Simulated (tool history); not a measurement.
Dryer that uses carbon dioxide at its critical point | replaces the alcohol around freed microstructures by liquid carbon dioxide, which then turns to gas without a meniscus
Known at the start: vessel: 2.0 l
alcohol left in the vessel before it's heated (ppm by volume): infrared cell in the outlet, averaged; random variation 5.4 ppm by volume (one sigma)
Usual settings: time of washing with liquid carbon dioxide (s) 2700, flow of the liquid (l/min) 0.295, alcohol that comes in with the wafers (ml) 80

run,hour,time of washing with liquid carbon dioxide (s),flow of the liquid (l/min),alcohol that comes in with the wafers (ml),alcohol left in the vessel before it's heated (ppm by volume)
1,0,2700,0.295,80,219
2,56.9,2700,0.295,60,197
3,117.2,2700,0.243,80,622
4,156.3,2700,0.243,80,646
5,218.4,2700,0.243,80,704
6,249.3,2700,0.243,80,761
7,297.9,2700,0.295,80,371
8,327.2,2700,0.295,80,383
# hour 354.6: inlet filter changed
9,389.2,1740,0.295,80,1120
10,440,2700,0.295,80,193
11,492.3,2340,0.295,80,396
12,555.2,2340,0.295,80,447
13,612.9,2340,0.295,80,480
14,659.7,2700,0.295,80,289
15,716.2,2700,0.21,80,1071
16,764.7,2700,0.295,80,344
17,809.8,1740,0.295,47,1090
18,842.2,2220,0.231,80,1808
19,906,2100,0.395,80,399
# hour 916.5: inlet filter changed
20,948.3,2100,0.226,80,1467
21,1006.6,2100,0.209,81,1969
22,1055.3,2820,0.182,71,1065
23,1093.9,2820,0.182,71,1089
24,1149.6,2700,0.295,41,183
25,1177.5,2700,0.444,41,89
26,1208.7,2700,0.444,28,73
27,1258.5,2160,0.444,28,120
28,1292.8,2160,0.444,28,125
29,1324.7,2700,0.295,42,235
30,1384.6,1800,0.253,27,911
31,1413.3,1800,0.253,27,985

The same runs without the tool's hidden state, with the same run-to-run variation:
The hidden state here: flow that reaches the vessel past the clogged filter, %; alcohol in the recycled carbon dioxide, ppm; drift of the gauge itself on alcohol_ppm, %.
run,alcohol left in the vessel before it's heated (ppm by volume)
1,148
2,122
3,369
4,358
5,353
6,366
7,135
8,128
9,1045
10,142
11,296
12,302
13,291
14,150
15,637
16,144
17,610
18,983
19,130
20,1333
21,1708
22,831
23,811
24,74
25,13
26,0
27,27
28,25
29,77
30,495
31,528

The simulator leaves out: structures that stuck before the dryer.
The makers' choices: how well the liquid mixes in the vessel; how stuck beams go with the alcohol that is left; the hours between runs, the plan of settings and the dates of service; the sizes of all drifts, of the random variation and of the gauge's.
